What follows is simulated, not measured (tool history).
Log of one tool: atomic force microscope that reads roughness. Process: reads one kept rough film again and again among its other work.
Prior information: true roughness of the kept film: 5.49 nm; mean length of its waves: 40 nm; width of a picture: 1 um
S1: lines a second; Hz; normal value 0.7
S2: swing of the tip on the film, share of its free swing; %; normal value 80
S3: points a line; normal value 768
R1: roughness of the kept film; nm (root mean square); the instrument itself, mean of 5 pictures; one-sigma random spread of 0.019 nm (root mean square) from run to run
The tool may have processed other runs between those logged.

run   hour     S1  S2   S3     R1
  1      0    0.7  80  768  3.887
  2    6.4  0.758  80  768   3.85
  3   13.4    0.7  80  461  3.819
  4   22.7    0.7  80  285  3.747
  5   31.8    0.7  80  285  3.677
  6   40.7    0.7  80  285  3.624
  7   50.1    0.7  80  285  3.578
  8   55.8    0.7  80  768  3.573
  9   62.7    0.7  80  768  3.528
      73.5  -- new tip fitted
 10   75.5    0.7  67  768  4.773
 11   80.9    0.7  67  768  4.767
 12   86.3    0.7  67  768  4.717
 13   93.3  2.611  80  768  3.742
 14  102.7  0.538  80  768  4.444
 15  109.7  0.538  80  768  4.397
 16  121.5  0.538  80  768  4.298
 17  132.2  0.538  80  768  4.242
 18  140.8  0.538  80  768  4.161
 19  151.4  0.538  80  768  4.082
 20  158.9  0.538  80  768  4.005
 21  165.5  0.538  80  768  3.956
 22  176.4  0.538  80  768  3.902
 23  185.1  0.532  69  785  3.948
 24    197  1.624  84  708  3.284
 25  208.1  0.629  57  403  3.863
 26  215.8  0.629  57  403  3.825
 27  225.8   2.29  61  403  3.514
 28  235.2   2.29  61  403  3.418
     241.2  -- new tip fitted
 29  241.2  0.587  60  597  4.845
 30  247.7   0.69  72  768  4.666
 31  254.1  2.575  62  273  4.367
 32  266.1  2.575  62  273  4.258
 33  277.1  2.575  62  483  4.201
 34  288.3  3.107  76  813  3.584
 35  296.5  1.695  60  813  4.184
 36  304.8   0.77  60  372  4.265
 37  314.7   0.77  65  763  4.165
 38  326.9    0.7  71  768  4.049
 39  333.2    0.7  71  768  4.013

Branching from run 39: 5 alternative next runs. What would each branch give?
  A  341.8  1.916  58  768   ?
  B  341.8  0.965  71  768   ?
  C  341.8  1.311  80  768   ?
  D  341.8    0.7  61  265   ?
  E  341.8    0.7  65  768   ?

run     R1
  A  3.879
  B  3.872
  C  3.599
  D  3.986
  E  3.981
Had the tool no hidden state, the same runs would have come out as:
run     R1
  A  4.725
  B  4.715
  C  4.384
  D  4.854
  E  4.849
